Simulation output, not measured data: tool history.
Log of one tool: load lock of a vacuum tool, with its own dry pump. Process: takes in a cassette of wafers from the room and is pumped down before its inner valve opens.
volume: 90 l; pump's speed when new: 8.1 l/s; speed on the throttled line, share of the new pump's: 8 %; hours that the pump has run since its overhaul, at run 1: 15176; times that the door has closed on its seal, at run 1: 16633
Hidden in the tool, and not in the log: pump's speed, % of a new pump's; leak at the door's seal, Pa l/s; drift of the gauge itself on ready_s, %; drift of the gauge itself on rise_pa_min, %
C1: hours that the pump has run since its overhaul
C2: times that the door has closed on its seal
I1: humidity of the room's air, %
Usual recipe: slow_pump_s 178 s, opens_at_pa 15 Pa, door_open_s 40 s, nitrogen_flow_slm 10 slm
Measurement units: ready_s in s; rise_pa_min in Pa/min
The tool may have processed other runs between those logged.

Run 1, hour 0: usual settings; C1 15176; C2 16633; I1 43.3. Result: ready_s 275.5 s, rise_pa_min 0.082 Pa/min.
Run 2, hour 285: usual settings; C1 15461; C2 16962; I1 47. Result: ready_s 275.8 s, rise_pa_min 0.079 Pa/min.
Run 3, hour 783: usual settings but nitrogen_flow_slm 36 slm; C1 15959; C2 17537; I1 43. Result: ready_s 277.9 s, rise_pa_min 0.061 Pa/min.
Run 4, hour 1147.7: usual settings but nitrogen_flow_slm 36 slm; C1 16324; C2 17957; I1 48.7. Result: ready_s 283 s, rise_pa_min 0.073 Pa/min.
Run 5, hour 1470.4: usual settings; C1 16647; C2 18330; I1 50.5. Result: ready_s 277.7 s, rise_pa_min 0.095 Pa/min.
Run 6, hour 1717.8: usual settings; C1 16894; C2 18615; I1 41.6. Result: ready_s 278.1 s, rise_pa_min 0.089 Pa/min.
Run 7, hour 2038.4: usual settings; C1 17215; C2 18985; I1 46. Result: ready_s 279.3 s, rise_pa_min 0.087 Pa/min.
Run 8, hour 2436.5: usual settings; C1 17613; C2 19445; I1 46.1. Result: ready_s 280 s, rise_pa_min 0.09 Pa/min.
Run 9, hour 2847.2: usual settings; C1 18023; C2 19919; I1 46.7. Result: ready_s 281.4 s, rise_pa_min 0.097 Pa/min.
Run 10, hour 3244.1: usual settings but slow_pump_s 148 s; C1 18420; C2 20377; I1 44.9. Result: ready_s 250.9 s, rise_pa_min 0.105 Pa/min.
Run 11, hour 3751.9: usual settings but slow_pump_s 148 s, nitrogen_flow_slm 11 slm; C1 18928; C2 20963; I1 42.2. Result: ready_s 254.9 s, rise_pa_min 0.099 Pa/min.
Run 12, hour 4210: usual settings but slow_pump_s 148 s, door_open_s 73 s, nitrogen_flow_slm 11 slm; C1 19386; C2 21492; I1 45.3. Result: ready_s 252.9 s, rise_pa_min 0.11 Pa/min.
Run 13, hour 4518.4: usual settings but slow_pump_s 148 s, door_open_s 73 s, nitrogen_flow_slm 11 slm; C1 19695; C2 21848; I1 44. Result: ready_s 254.9 s, rise_pa_min 0.111 Pa/min.
Run 14, hour 4821.7: usual settings but slow_pump_s 148 s, door_open_s 73 s, nitrogen_flow_slm 11 slm; C1 19998; C2 22198; I1 47. Result: ready_s 257.1 s, rise_pa_min 0.117 Pa/min.
Run 15, hour 5363.6: usual settings but slow_pump_s 148 s, door_open_s 73 s, nitrogen_flow_slm 11 slm; C1 20540; C2 22823; I1 43.2. Result: ready_s 256.2 s, rise_pa_min 0.114 Pa/min.
Run 16, hour 5937: usual settings but slow_pump_s 148 s, door_open_s 118 s, nitrogen_flow_slm 11 slm; C1 21113; C2 23485; I1 47.8. Result: ready_s 258.5 s, rise_pa_min 0.133 Pa/min.
Run 17, hour 6328.4: usual settings but slow_pump_s 148 s, door_open_s 118 s, nitrogen_flow_slm 17 slm; C1 21505; C2 23937; I1 44.8. Result: ready_s 258.5 s, rise_pa_min 0.124 Pa/min.
Run 18, hour 6878.1: usual settings but slow_pump_s 148 s, door_open_s 118 s, nitrogen_flow_slm 17 slm; C1 22054; C2 24571; I1 43. Result: ready_s 256 s, rise_pa_min 0.124 Pa/min.
Run 19, hour 7409: usual settings but door_open_s 201 s; C1 22585; C2 25184; I1 45.2. Result: ready_s 284.2 s, rise_pa_min 0.152 Pa/min.
Run 20, hour 7704.6: usual settings but slow_pump_s 209 s, door_open_s 201 s; C1 22881; C2 25525; I1 49. Result: ready_s 316.1 s, rise_pa_min 0.159 Pa/min.
Run 21, hour 8210.5: usual settings but slow_pump_s 164 s, door_open_s 201 s, nitrogen_flow_slm 8 slm; C1 23387; C2 26109; I1 44.8. Result: ready_s 276.4 s, rise_pa_min 0.175 Pa/min.
Run 22, hour 8566.2: usual settings but slow_pump_s 164 s, door_open_s 201 s, nitrogen_flow_slm 8 slm; C1 23742; C2 26520; I1 44.6. Result: ready_s 274.6 s, rise_pa_min 0.176 Pa/min.
At hour 9091.6: dry pump taken out, an overhauled one fitted.
Run 23, hour 9107.1: usual settings but slow_pump_s 164 s, door_open_s 201 s, nitrogen_flow_slm 8 slm; C1 16; C2 27137; I1 44.7. Result: ready_s 246.3 s, rise_pa_min 0.167 Pa/min.
Run 24, hour 9412.7: usual settings but slow_pump_s 164 s, door_open_s 201 s, nitrogen_flow_slm 8 slm; C1 321; C2 27490; I1 46.2. Result: ready_s 249.1 s, rise_pa_min 0.182 Pa/min.
Run 25, hour 9933.6: usual settings but slow_pump_s 278 s, opens_at_pa 12 Pa, door_open_s 218 s, nitrogen_flow_slm 28 slm; C1 842; C2 28091; I1 45.2. Result: ready_s 358.2 s, rise_pa_min 0.138 Pa/min.
Run 26, hour 10420.5: usual settings but slow_pump_s 152 s, opens_at_pa 17 Pa; C1 1329; C2 28653; I1 44.7. Result: ready_s 241.1 s, rise_pa_min 0.143 Pa/min.
Run 27, hour 10723.2: usual settings but slow_pump_s 152 s, opens_at_pa 17 Pa; C1 1632; C2 29002; I1 45.4. Result: ready_s 239.9 s, rise_pa_min 0.139 Pa/min.
Run 28, hour 11229.8: usual settings but opens_at_pa 13 Pa, door_open_s 74 s; C1 2138; C2 29587; I1 43.6. Result: ready_s 266.1 s, rise_pa_min 0.154 Pa/min.
Run 29, hour 11539.2: usual settings but opens_at_pa 13 Pa, door_open_s 74 s; C1 2448; C2 29944; I1 45.5. Result: ready_s 263.6 s, rise_pa_min 0.164 Pa/min.
Run 30, hour 12049: usual settings but opens_at_pa 16 Pa, door_open_s 44 s; C1 2957; C2 30532; I1 43.2. Result: ready_s 262.9 s, rise_pa_min 0.146 Pa/min.
Run 31, hour 12587.9: usual settings but opens_at_pa 12 Pa, door_open_s 44 s, nitrogen_flow_slm 25 slm; C1 3496; C2 31154; I1 43.8. Result: ready_s 268.9 s, rise_pa_min 0.142 Pa/min.
Run 32, hour 12825.6: usual settings but opens_at_pa 12 Pa, door_open_s 44 s, nitrogen_flow_slm 25 slm; C1 3734; C2 31429; I1 41.9. Result: ready_s 269.5 s, rise_pa_min 0.137 Pa/min.
Run 33, hour 13206.3: usual settings but opens_at_pa 19 Pa, door_open_s 44 s, nitrogen_flow_slm 25 slm; C1 4115; C2 31868; I1 41.7. Result: ready_s 263.2 s, rise_pa_min 0.148 Pa/min.
Run 34, hour 13609.4: usual settings but slow_pump_s 147 s; C1 4518; C2 32333; I1 50.3. Result: ready_s 239 s, rise_pa_min 0.162 Pa/min.
Run 35, hour 13999.9: usual settings but slow_pump_s 147 s, opens_at_pa 19 Pa, door_open_s 44 s; C1 4908; C2 32784; I1 46.8. Result: ready_s 235.7 s, rise_pa_min 0.166 Pa/min.
Run 36, hour 14408.7: usual settings but slow_pump_s 147 s, opens_at_pa 19 Pa, door_open_s 44 s; C1 5317; C2 33256; I1 44.2. Result: ready_s 237.2 s, rise_pa_min 0.165 Pa/min.
Run 37, hour 14674.6: usual settings but slow_pump_s 237 s, opens_at_pa 17 Pa, door_open_s 137 s; C1 5583; C2 33563; I1 48. Result: ready_s 319.6 s, rise_pa_min 0.198 Pa/min.

Branching from run 37: 3 alternative next runs. What would each branch give?
Run A, hour 15137.1: usual settings but door_open_s 72 s; C1 6046; C2 34096; I1 44.9. Result: ready_s ?, rise_pa_min ?.
Run B, hour 15137.1: usual settings but slow_pump_s 111 s, opens_at_pa 13 Pa; C1 6046; C2 34096; I1 45.4. Result: ready_s ?, rise_pa_min ?.
Run C, hour 15137.1: usual settings but slow_pump_s 350 s, opens_at_pa 17 Pa, door_open_s 137 s; C1 6046; C2 34096; I1 45.3. Result: ready_s ?, rise_pa_min ?.

run  ready_s  rise_pa_min
  A    268.3        0.188
  B    207.1        0.181
  C    424.5        0.195
Without the tool's hidden state the same runs would have given:
run  ready_s  rise_pa_min
  A    262.6        0.044
  B    200.8        0.037
  C    419.6        0.054
